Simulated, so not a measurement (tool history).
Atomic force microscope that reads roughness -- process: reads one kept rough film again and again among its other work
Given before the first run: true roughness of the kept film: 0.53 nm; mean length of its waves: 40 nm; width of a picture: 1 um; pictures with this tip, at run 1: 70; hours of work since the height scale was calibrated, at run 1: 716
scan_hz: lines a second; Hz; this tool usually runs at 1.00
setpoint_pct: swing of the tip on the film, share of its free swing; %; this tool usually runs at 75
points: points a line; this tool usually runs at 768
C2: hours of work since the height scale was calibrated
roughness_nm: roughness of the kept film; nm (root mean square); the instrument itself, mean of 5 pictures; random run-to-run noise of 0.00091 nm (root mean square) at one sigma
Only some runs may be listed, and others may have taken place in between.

{"run": 1, "day": 0.0, "scan_hz": 1.0, "setpoint_pct": 75, "points": 768, "pictures with this tip": 70, "C2": 716, "roughness_nm": 0.4956}
{"run": 2, "day": 0.983, "scan_hz": 1.0, "setpoint_pct": 75, "points": 768, "pictures with this tip": 118, "C2": 732, "roughness_nm": 0.4926}
{"run": 3, "day": 2.479, "scan_hz": 1.0, "setpoint_pct": 74, "points": 768, "pictures with this tip": 190, "C2": 756, "roughness_nm": 0.4896}
{"run": 4, "day": 3.158, "scan_hz": 1.0, "setpoint_pct": 74, "points": 768, "pictures with this tip": 223, "C2": 767, "roughness_nm": 0.4892}
{"day": 4.225, "done": "new tip fitted"}
{"run": 5, "day": 4.438, "scan_hz": 1.0, "setpoint_pct": 75, "points": 599, "pictures with this tip": 10, "C2": 788, "roughness_nm": 0.4984}
{"run": 6, "day": 5.529, "scan_hz": 1.0, "setpoint_pct": 75, "points": 768, "pictures with this tip": 63, "C2": 806, "roughness_nm": 0.4956}
{"run": 7, "day": 7.075, "scan_hz": 2.09, "setpoint_pct": 75, "points": 768, "pictures with this tip": 138, "C2": 831, "roughness_nm": 0.4623}
{"run": 8, "day": 8.396, "scan_hz": 2.09, "setpoint_pct": 75, "points": 768, "pictures with this tip": 202, "C2": 852, "roughness_nm": 0.4605}
{"run": 9, "day": 9.6, "scan_hz": 2.09, "setpoint_pct": 75, "points": 768, "pictures with this tip": 261, "C2": 872, "roughness_nm": 0.4585}
{"day": 9.721, "done": "height scale calibrated on a step standard"}
{"day": 9.879, "done": "new tip fitted"}
{"run": 10, "day": 10.425, "scan_hz": 1.81, "setpoint_pct": 75, "points": 768, "pictures with this tip": 27, "C2": 11, "roughness_nm": 0.4749}
{"run": 11, "day": 11.538, "scan_hz": 1.6, "setpoint_pct": 75, "points": 895, "pictures with this tip": 80, "C2": 29, "roughness_nm": 0.4794}
{"run": 12, "day": 12.275, "scan_hz": 1.6, "setpoint_pct": 75, "points": 895, "pictures with this tip": 116, "C2": 41, "roughness_nm": 0.4773}
{"run": 13, "day": 13.246, "scan_hz": 0.62, "setpoint_pct": 75, "points": 768, "pictures with this tip": 163, "C2": 57, "roughness_nm": 0.5017}
{"run": 14, "day": 14.325, "scan_hz": 0.62, "setpoint_pct": 75, "points": 768, "pictures with this tip": 216, "C2": 74, "roughness_nm": 0.4986}
{"day": 15.346, "done": "height scale calibrated on a step standard, once more"}
{"day": 15.588, "done": "new tip fitted"}
{"run": 15, "day": 15.825, "scan_hz": 2.76, "setpoint_pct": 63, "points": 832, "pictures with this tip": 11, "C2": 7, "roughness_nm": 0.4839}
{"run": 16, "day": 16.908, "scan_hz": 2.38, "setpoint_pct": 75, "points": 428, "pictures with this tip": 64, "C2": 25, "roughness_nm": 0.4551}
{"run": 17, "day": 18.008, "scan_hz": 0.83, "setpoint_pct": 66, "points": 768, "pictures with this tip": 117, "C2": 43, "roughness_nm": 0.5055}

Consider 4 possible next runs. They are alternatives, not a sequence: every one starts from the tool as it was left by run 17. What does each give?
{"run": "A", "day": 18.779, "scan_hz": 0.93, "setpoint_pct": 86, "points": 758, "pictures with this tip": 155, "C2": 55, "roughness_nm": "?"}
{"run": "B", "day": 18.779, "scan_hz": 0.83, "setpoint_pct": 66, "points": 755, "pictures with this tip": 155, "C2": 55, "roughness_nm": "?"}
{"run": "C", "day": 18.779, "scan_hz": 2.04, "setpoint_pct": 80, "points": 282, "pictures with this tip": 155, "C2": 55, "roughness_nm": "?"}
{"run": "D", "day": 18.779, "scan_hz": 0.83, "setpoint_pct": 66, "points": 379, "pictures with this tip": 155, "C2": 55, "roughness_nm": "?"}

run=A roughness_nm=0.4718
run=B roughness_nm=0.5025
run=C roughness_nm=0.4424
run=D roughness_nm=0.5015
Without the tool's unlogged condition, the same runs would have read:
run=A roughness_nm=0.4789
run=B roughness_nm=0.5100
run=C roughness_nm=0.4491
run=D roughness_nm=0.5091
